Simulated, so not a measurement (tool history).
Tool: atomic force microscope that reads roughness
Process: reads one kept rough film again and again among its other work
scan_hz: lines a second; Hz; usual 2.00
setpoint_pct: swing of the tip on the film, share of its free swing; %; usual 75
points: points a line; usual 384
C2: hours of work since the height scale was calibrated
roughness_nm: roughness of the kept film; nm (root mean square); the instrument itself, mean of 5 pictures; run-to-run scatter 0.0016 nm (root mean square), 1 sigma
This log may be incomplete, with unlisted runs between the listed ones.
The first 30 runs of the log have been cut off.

Run 31, hour 266.0: usual settings but scan_hz 2.65 Hz, points 356; pictures with this tip 154; C2 244. Result: roughness_nm 0.513 nm (root mean square).
Run 32, hour 275.7: usual settings but scan_hz 0.60 Hz, setpoint_pct 55 %, points 930; pictures with this tip 167; C2 248. Result: roughness_nm 0.617 nm (root mean square).
At hour 277.8: height scale calibrated on a step standard.
Run 33, hour 285.2: usual settings but scan_hz 0.74 Hz, setpoint_pct 81 %; pictures with this tip 178; C2 3. Result: roughness_nm 0.575 nm (root mean square).
Run 34, hour 293.7: usual settings but scan_hz 0.74 Hz, setpoint_pct 81 %, points 292; pictures with this tip 189; C2 7. Result: roughness_nm 0.574 nm (root mean square).
Run 35, hour 300.5: usual settings but scan_hz 2.57 Hz, setpoint_pct 81 %, points 943; pictures with this tip 198; C2 10. Result: roughness_nm 0.486 nm (root mean square).
At hour 307.8: height scale calibrated on a step standard, once more.
Run 36, hour 312.4: usual settings but scan_hz 1.33 Hz; pictures with this tip 212; C2 2. Result: roughness_nm 0.560 nm (root mean square).
Run 37, hour 323.3: usual settings but scan_hz 1.33 Hz; pictures with this tip 226; C2 7. Result: roughness_nm 0.558 nm (root mean square).
At hour 331.0: new tip fitted.
Run 38, hour 335.4: usual settings but points 371; pictures with this tip 5; C2 13. Result: roughness_nm 0.546 nm (root mean square).
Run 39, hour 344.1: usual settings but scan_hz 2.59 Hz; pictures with this tip 17; C2 17. Result: roughness_nm 0.522 nm (root mean square).
Run 40, hour 351.8: usual settings but setpoint_pct 88 %; pictures with this tip 27; C2 20. Result: roughness_nm 0.483 nm (root mean square).
Run 41, hour 364.8: usual settings but scan_hz 1.59 Hz, setpoint_pct 88 %; pictures with this tip 44; C2 26. Result: roughness_nm 0.506 nm (root mean square).
Run 42, hour 375.9: usual settings but scan_hz 1.59 Hz, setpoint_pct 88 %; pictures with this tip 58; C2 31. Result: roughness_nm 0.505 nm (root mean square).
Run 43, hour 387.3: usual settings but setpoint_pct 86 %; pictures with this tip 73; C2 36. Result: roughness_nm 0.491 nm (root mean square).
Run 44, hour 397.4: usual settings but scan_hz 1.47 Hz, setpoint_pct 70 %; pictures with this tip 86; C2 41. Result: roughness_nm 0.577 nm (root mean square).
Run 45, hour 406.1: usual settings but scan_hz 3.90 Hz, setpoint_pct 64 %, points 876; pictures with this tip 97; C2 45. Result: roughness_nm 0.540 nm (root mean square).
Run 46, hour 416.6: usual settings but scan_hz 3.81 Hz, points 607; pictures with this tip 111; C2 50. Result: roughness_nm 0.478 nm (root mean square).
Run 47, hour 425.7: usual settings but scan_hz 0.93 Hz, setpoint_pct 77 %; pictures with this tip 123; C2 54. Result: roughness_nm 0.577 nm (root mean square).
Run 48, hour 434.4: usual settings but scan_hz 1.30 Hz, setpoint_pct 61 %, points 799; pictures with this tip 134; C2 58. Result: roughness_nm 0.598 nm (root mean square).
Run 49, hour 447.0: usual settings but scan_hz 1.55 Hz, points 777; pictures with this tip 151; C2 64. Result: roughness_nm 0.554 nm (root mean square).
Run 50, hour 453.6: usual settings but scan_hz 1.55 Hz, points 752; pictures with this tip 159; C2 67. Result: roughness_nm 0.553 nm (root mean square).
Run 51, hour 465.7: usual settings but scan_hz 1.55 Hz, points 752; pictures with this tip 175; C2 73. Result: roughness_nm 0.552 nm (root mean square).
Run 52, hour 475.3: usual settings but scan_hz 1.55 Hz, setpoint_pct 67 %, points 752; pictures with this tip 188; C2 77. Result: roughness_nm 0.578 nm (root mean square).
Run 53, hour 485.4: usual settings but scan_hz 0.90 Hz, setpoint_pct 77 %, points 521; pictures with this tip 201; C2 82. Result: roughness_nm 0.575 nm (root mean square).
Run 54, hour 491.9: usual settings but scan_hz 3.74 Hz, setpoint_pct 72 %, points 901; pictures with this tip 209; C2 85. Result: roughness_nm 0.492 nm (root mean square).

Each row is a separate what-if for the run after 54, all from the same tool condition, not one after another. Results?
Run A, hour 500.4: usual settings but points 740; pictures with this tip 220; C2 89. Result: roughness_nm ?.
Run B, hour 500.4: usual settings but scan_hz 3.74 Hz, setpoint_pct 87 %, points 901; pictures with this tip 220; C2 89. Result: roughness_nm ?.
Run C, hour 500.4: usual settings but scan_hz 3.74 Hz, setpoint_pct 56 %, points 901; pictures with this tip 220; C2 89. Result: roughness_nm ?.

run  roughness_nm
  A         0.533
  B         0.400
  C         0.568
Take away the tool's hidden state, keep each run's random variation, and the runs would have read:
run  roughness_nm
  A         0.546
  B         0.409
  C         0.581

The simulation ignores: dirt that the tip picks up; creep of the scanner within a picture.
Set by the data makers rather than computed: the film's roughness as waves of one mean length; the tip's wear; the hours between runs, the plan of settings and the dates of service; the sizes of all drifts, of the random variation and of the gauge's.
